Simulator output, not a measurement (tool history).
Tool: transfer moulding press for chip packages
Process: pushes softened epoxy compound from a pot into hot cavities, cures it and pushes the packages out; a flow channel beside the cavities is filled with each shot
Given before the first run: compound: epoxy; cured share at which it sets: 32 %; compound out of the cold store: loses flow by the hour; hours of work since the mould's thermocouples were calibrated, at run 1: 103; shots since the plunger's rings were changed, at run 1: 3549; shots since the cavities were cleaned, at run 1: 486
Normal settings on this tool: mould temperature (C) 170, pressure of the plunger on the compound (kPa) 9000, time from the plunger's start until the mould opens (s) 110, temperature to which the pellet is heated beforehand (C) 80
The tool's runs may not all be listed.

| run | hour | mould temperature (C) | pressure of the plunger on the compound (kPa) | time from the plunger's start until the mould opens (s) | temperature to which the pellet is heated beforehand (C) | hours of work since the mould's thermocouples were calibrated | shots since the plunger's rings were changed | shots since the cavities were cleaned | incoming compound's hours out of the cold store | length that the compound runs in the flow channel (mm) | greatest force on the pins that push the packages out (N) |
|---|---|---|---|---|---|---|---|---|---|---|---|
| 1 | 0.0 | 170 | 9000 | 110 | 80 | 103 | 3549 | 486 | 21.8 | 794 | 461 |
|  | 2.1 | cavities cleaned with cleaning compound and waxed |
| 2 | 9.2 | 170 | 9000 | 110 | 80 | 106 | 3607 | 53 | 10.9 | 827 | 341 |
| 3 | 18.7 | 170 | 9000 | 110 | 80 | 111 | 3678 | 124 | 23.2 | 785 | 373 |
| 4 | 26.5 | 170 | 9000 | 110 | 80 | 115 | 3735 | 181 | 17.9 | 800 | 401 |
|  | 37.3 | plunger's sealing rings changed |
| 5 | 39.0 | 170 | 7860 | 110 | 80 | 120 | 13 | 256 | 29.2 | 749 | 427 |
| 6 | 43.6 | 170 | 7860 | 110 | 80 | 122 | 48 | 291 | 20.2 | 772 | 444 |
| 7 | 52.5 | 170 | 9810 | 110 | 80 | 126 | 114 | 357 | 29.4 | 819 | 470 |
| 8 | 59.5 | 170 | 9810 | 110 | 80 | 130 | 166 | 409 | 24.6 | 857 | 468 |
| 9 | 65.8 | 170 | 9810 | 110 | 80 | 133 | 213 | 456 | 44.0 | 759 | 460 |
|  | 71.6 | cavities cleaned with cleaning compound and waxed |
| 10 | 77.0 | 170 | 9810 | 110 | 80 | 137 | 285 | 40 | 36.3 | 795 | 333 |
| 11 | 83.7 | 170 | 9000 | 110 | 80 | 141 | 335 | 90 | 17.3 | 837 | 367 |
| 12 | 93.1 | 170 | 9000 | 110 | 80 | 145 | 405 | 160 | 36.7 | 760 | 378 |
| 13 | 100.6 | 170 | 9000 | 110 | 80 | 149 | 461 | 216 | 38.8 | 754 | 385 |
| 14 | 108.0 | 170 | 9000 | 110 | 80 | 153 | 516 | 271 | 33.3 | 766 | 415 |
| 15 | 114.3 | 175 | 9000 | 110 | 77 | 156 | 563 | 318 | 25.4 | 785 | 416 |
| 16 | 123.4 | 175 | 9000 | 110 | 79 | 160 | 632 | 387 | 10.0 | 857 | 422 |
| 17 | 128.9 | 175 | 9000 | 110 | 79 | 163 | 672 | 427 | 23.1 | 803 | 441 |
| 18 | 134.0 | 175 | 9000 | 110 | 79 | 165 | 710 | 465 | 47.5 | 693 | 453 |
|  | 136.6 | mould's thermocouples calibrated |
|  | 141.0 | cavities cleaned with cleaning compound and waxed |
| 19 | 141.9 | 175 | 9000 | 110 | 79 | 2 | 743 | 6 | 19.2 | 811 | 298 |
| 20 | 152.0 | 175 | 9000 | 110 | 79 | 7 | 818 | 81 | 21.3 | 798 | 329 |
| 21 | 159.7 | 170 | 9000 | 98 | 80 | 11 | 875 | 138 | 35.8 | 755 | 416 |
| 22 | 164.9 | 170 | 9380 | 97 | 80 | 13 | 915 | 178 | 27.1 | 810 | 436 |
| 23 | 173.3 | 170 | 10350 | 91 | 80 | 17 | 977 | 240 | 13.8 | 924 | 532 |
| 24 | 181.9 | 167 | 9000 | 119 | 79 | 21 | 1041 | 304 | 19.0 | 833 | 436 |
| 25 | 191.7 | 167 | 9000 | 119 | 79 | 26 | 1114 | 377 | 30.4 | 786 | 449 |
|  | 198.0 | mould's thermocouples calibrated, once more |
| 26 | 198.5 | 167 | 9000 | 119 | 79 | 0 | 1150 | 413 | 11.8 | 878 | 491 |
| 27 | 208.1 | 167 | 9000 | 119 | 79 | 5 | 1221 | 484 | 9.7 | 881 | 511 |
|  | 210.3 | cavities cleaned with cleaning compound and waxed |
| 28 | 217.0 | 167 | 9000 | 119 | 79 | 9 | 1277 | 50 | 17.3 | 855 | 337 |

Here are 3 independent what-if runs from the current tool condition. What would each one return?
| A | 221.8 | 170 | 7670 | 110 | 74 | 11 | 1312 | 85 | 11.5 | ? | ? |
| B | 221.8 | 167 | 9000 | 119 | 72 | 11 | 1312 | 85 | 25.3 | ? | ? |
| C | 221.8 | 167 | 10010 | 122 | 70 | 11 | 1312 | 85 | 41.4 | ? | ? |

| run | length that the compound runs in the flow channel (mm) | greatest force on the pins that push the packages out (N) |
|---|---|---|
| A | 792 | 358 |
| B | 819 | 352 |
| C | 786 | 351 |
Had the tool no hidden state, the same runs would have come out as:
| run | length that the compound runs in the flow channel (mm) | greatest force on the pins that push the packages out (N) |
|---|---|---|
| A | 812 | 319 |
| B | 840 | 313 |
| C | 806 | 313 |

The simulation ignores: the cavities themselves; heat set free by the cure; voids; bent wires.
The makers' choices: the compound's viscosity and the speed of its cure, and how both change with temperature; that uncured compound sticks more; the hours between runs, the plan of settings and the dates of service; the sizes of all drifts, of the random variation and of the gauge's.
